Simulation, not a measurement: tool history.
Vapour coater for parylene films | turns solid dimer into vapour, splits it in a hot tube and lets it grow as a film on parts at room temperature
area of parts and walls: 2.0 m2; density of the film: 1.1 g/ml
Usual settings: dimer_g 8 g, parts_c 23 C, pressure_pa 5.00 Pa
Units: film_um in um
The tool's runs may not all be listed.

{"run": 1, "hour": 0.0, "dimer_g": 8, "parts_c": 23, "pressure_pa": 5.0, "film_um": 2.08}
{"run": 2, "hour": 24.5, "dimer_g": 8, "parts_c": 23, "pressure_pa": 5.0, "film_um": 2.1}
{"run": 3, "hour": 38.2, "dimer_g": 8, "parts_c": 23, "pressure_pa": 5.0, "film_um": 2.07}
{"run": 4, "hour": 55.9, "dimer_g": 8, "parts_c": 23, "pressure_pa": 5.0, "film_um": 2.04}
{"run": 5, "hour": 84.0, "dimer_g": 8, "parts_c": 23, "pressure_pa": 4.38, "film_um": 2.11}
{"run": 6, "hour": 108.3, "dimer_g": 8, "parts_c": 23, "pressure_pa": 4.38, "film_um": 2.09}
{"run": 7, "hour": 120.7, "dimer_g": 8, "parts_c": 23, "pressure_pa": 4.38, "film_um": 2.1}
{"run": 8, "hour": 148.6, "dimer_g": 8, "parts_c": 23, "pressure_pa": 5.0, "film_um": 2.0}
{"run": 9, "hour": 168.7, "dimer_g": 8, "parts_c": 23, "pressure_pa": 5.0, "film_um": 2.05}
{"run": 10, "hour": 195.9, "dimer_g": 8, "parts_c": 18, "pressure_pa": 10.78, "film_um": 1.8}
{"run": 11, "hour": 214.6, "dimer_g": 7, "parts_c": 23, "pressure_pa": 9.11, "film_um": 1.69}
{"run": 12, "hour": 244.5, "dimer_g": 8, "parts_c": 30, "pressure_pa": 5.0, "film_um": 1.88}
{"run": 13, "hour": 264.1, "dimer_g": 3, "parts_c": 19, "pressure_pa": 11.71, "film_um": 0.71}
{"run": 14, "hour": 290.1, "dimer_g": 9, "parts_c": 21, "pressure_pa": 11.71, "film_um": 2.06}
{"run": 15, "hour": 314.3, "dimer_g": 9, "parts_c": 21, "pressure_pa": 11.71, "film_um": 2.08}
{"run": 16, "hour": 342.0, "dimer_g": 9, "parts_c": 21, "pressure_pa": 11.71, "film_um": 2.02}
{"run": 17, "hour": 354.9, "dimer_g": 3, "parts_c": 21, "pressure_pa": 2.91, "film_um": 0.92}

Taken out of this log: 1 entry between the listed runs. Where each belongs, and how the hidden state differs across it:
Between runs 10 and 11: trap's valve overhauled (hour 214.6)
  vapour lost through the trap's worn valve, %: 9 -> 0.2; true temperature of the parts over the reading, C: -0.52 -> -0.53
  measured less the result without the state, film_um: -0.15 -> +0.01 um

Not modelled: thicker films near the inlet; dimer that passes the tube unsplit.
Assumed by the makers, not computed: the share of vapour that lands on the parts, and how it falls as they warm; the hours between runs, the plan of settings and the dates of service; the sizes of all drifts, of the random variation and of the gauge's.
